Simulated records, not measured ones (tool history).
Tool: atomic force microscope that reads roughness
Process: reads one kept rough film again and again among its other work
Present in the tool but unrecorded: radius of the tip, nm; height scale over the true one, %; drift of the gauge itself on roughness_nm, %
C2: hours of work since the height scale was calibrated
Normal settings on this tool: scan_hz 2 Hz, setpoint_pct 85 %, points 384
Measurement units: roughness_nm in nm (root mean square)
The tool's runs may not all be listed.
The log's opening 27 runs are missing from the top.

Run 28, day 29.921: usual settings but scan_hz 1.16 Hz, setpoint_pct 63 %, points 510; pictures with this tip 126; C2 172. Result: roughness_nm 1.493 nm (root mean square).
Run 29, day 31.375: usual settings but scan_hz 1.32 Hz, setpoint_pct 84 %, points 276; pictures with this tip 184; C2 191. Result: roughness_nm 1.317 nm (root mean square).
Run 30, day 32.225: usual settings but scan_hz 0.83 Hz, points 405; pictures with this tip 218; C2 202. Result: roughness_nm 1.371 nm (root mean square).
At day 32.996: new tip fitted.
Run 31, day 33.212: usual settings but scan_hz 1.63 Hz, setpoint_pct 79 %, points 405; pictures with this tip 8; C2 215. Result: roughness_nm 1.428 nm (root mean square).
Run 32, day 34.075: usual settings but scan_hz 1.63 Hz, setpoint_pct 73 %, points 405; pictures with this tip 43; C2 226. Result: roughness_nm 1.475 nm (root mean square).
Run 33, day 35.238: usual settings but scan_hz 2.19 Hz, setpoint_pct 73 %, points 915; pictures with this tip 89; C2 241. Result: roughness_nm 1.398 nm (root mean square).
Run 34, day 35.962: usual settings but scan_hz 1.24 Hz, setpoint_pct 73 %, points 499; pictures with this tip 118; C2 250. Result: roughness_nm 1.45 nm (root mean square).
Run 35, day 37.458: usual settings but scan_hz 1.24 Hz, setpoint_pct 73 %, points 499; pictures with this tip 178; C2 270. Result: roughness_nm 1.407 nm (root mean square).
Run 36, day 38.704: usual settings but setpoint_pct 83 %, points 602; pictures with this tip 228; C2 286. Result: roughness_nm 1.229 nm (root mean square).
At day 39.171: new tip fitted.
Run 37, day 40.138: usual settings but scan_hz 1.03 Hz, setpoint_pct 70 %, points 260; pictures with this tip 38; C2 305. Result: roughness_nm 1.526 nm (root mean square).
Run 38, day 41.646: usual settings but scan_hz 1.03 Hz, setpoint_pct 58 %, points 260; pictures with this tip 99; C2 324. Result: roughness_nm 1.536 nm (root mean square).
Run 39, day 42.721: usual settings but scan_hz 1.03 Hz, setpoint_pct 58 %, points 260; pictures with this tip 142; C2 338. Result: roughness_nm 1.5 nm (root mean square).

Forecast each of these 4 alternatives for the next run:
Run A, day 43.571: usual settings but scan_hz 2.29 Hz, setpoint_pct 70 %, points 693; pictures with this tip 176; C2 349. Result: roughness_nm ?.
Run B, day 43.571: usual settings but scan_hz 1.49 Hz; pictures with this tip 176; C2 349. Result: roughness_nm ?.
Run C, day 43.571: usual settings but scan_hz 1.52 Hz, setpoint_pct 58 %, points 260; pictures with this tip 176; C2 349. Result: roughness_nm ?.
Run D, day 43.571: usual settings but scan_hz 1.03 Hz, setpoint_pct 66 %, points 470; pictures with this tip 176; C2 349. Result: roughness_nm ?.

run  roughness_nm
  A         1.366
  B         1.307
  C         1.457
  D         1.458
With the hidden condition removed and each run's random variation left untouched, the same runs would have given:
run  roughness_nm
  A         1.488
  B         1.424
  C         1.587
  D         1.588
